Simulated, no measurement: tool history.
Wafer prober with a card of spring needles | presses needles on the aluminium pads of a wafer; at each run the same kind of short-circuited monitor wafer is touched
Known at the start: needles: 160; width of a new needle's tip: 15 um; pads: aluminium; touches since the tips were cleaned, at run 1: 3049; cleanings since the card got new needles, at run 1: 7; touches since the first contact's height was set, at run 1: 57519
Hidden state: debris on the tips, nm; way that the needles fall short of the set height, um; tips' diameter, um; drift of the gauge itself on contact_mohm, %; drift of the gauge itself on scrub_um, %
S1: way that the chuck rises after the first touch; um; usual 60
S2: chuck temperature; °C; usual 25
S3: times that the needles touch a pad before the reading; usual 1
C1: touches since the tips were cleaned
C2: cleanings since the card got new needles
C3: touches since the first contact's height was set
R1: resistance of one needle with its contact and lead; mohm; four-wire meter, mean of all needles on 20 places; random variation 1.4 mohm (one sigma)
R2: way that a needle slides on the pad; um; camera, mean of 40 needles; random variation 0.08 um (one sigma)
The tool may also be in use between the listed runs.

run	hour	S1	S2	S3	C1	C2	C3	R1	R2
1	0.0	60	25	1	3049	7	57519	124	12.84
2	8.2	60	76	1	5125	7	59595	130	12.90
# hour 14.0: tips cleaned on abrasive film
3	14.0	60	25	1	0	8	61059	123	12.87
4	20.5	60	25	1	1655	8	62714	124	12.92
5	28.4	60	25	1	3670	8	64729	124	12.65
6	38.2	60	25	3	6162	8	67221	122	12.92
# hour 40.1: tips cleaned on abrasive film
7	46.3	60	25	3	1577	9	69265	123	12.87
8	56.2	63	25	1	4098	9	71786	122	13.31
9	64.7	63	25	1	6249	9	73937	123	13.45
# hour 66.7: tips cleaned on abrasive film
10	72.1	55	25	1	1385	10	75813	126	11.79
11	83.4	55	25	1	4257	10	78685	124	11.77
# hour 93.0: tips cleaned on abrasive film
12	93.8	55	25	1	194	11	81297	122	11.74
13	100.0	60	25	1	1777	11	82880	125	12.75
14	107.1	60	25	1	3599	11	84702	125	12.72
15	115.5	60	25	2	5726	11	86829	123	12.79
# hour 119.0: tips cleaned on abrasive film
16	126.8	60	34	1	1985	12	89693	125	12.63
17	137.6	60	34	1	4727	12	92435	125	12.85
18	142.4	59	98	3	5953	12	93661	134	12.67
# hour 145.5: tips cleaned on abrasive film
19	151.0	59	98	3	1384	13	95810	134	12.64
20	157.5	60	25	3	3059	13	97485	126	12.74
21	163.7	60	25	1	4637	13	99063	122	12.82
22	171.0	60	63	2	6482	13	100908	129	12.89
# hour 171.7: tips cleaned on abrasive film
23	177.8	47	25	2	1562	14	102616	126	10.07
24	187.4	47	25	2	3996	14	105050	127	10.08
# hour 197.4: tips cleaned on abrasive film
25	197.4	76	25	2	0	15	107575	123	16.26

Forecast each of these 4 alternatives for the next run:
A	202.3	55	25	2	1256	15	108831	?	?
B	202.3	76	54	2	1256	15	108831	?	?
C	202.3	43	39	2	1256	15	108831	?	?
D	202.3	61	25	2	1256	15	108831	?	?

run	R1	R2
A	124	11.83
B	123	16.13
C	133	9.13
D	123	13.05
Without the tool's hidden state the same runs would have given:
run	R1	R2
A	124	11.84
B	123	16.14
C	133	9.13
D	122	13.05

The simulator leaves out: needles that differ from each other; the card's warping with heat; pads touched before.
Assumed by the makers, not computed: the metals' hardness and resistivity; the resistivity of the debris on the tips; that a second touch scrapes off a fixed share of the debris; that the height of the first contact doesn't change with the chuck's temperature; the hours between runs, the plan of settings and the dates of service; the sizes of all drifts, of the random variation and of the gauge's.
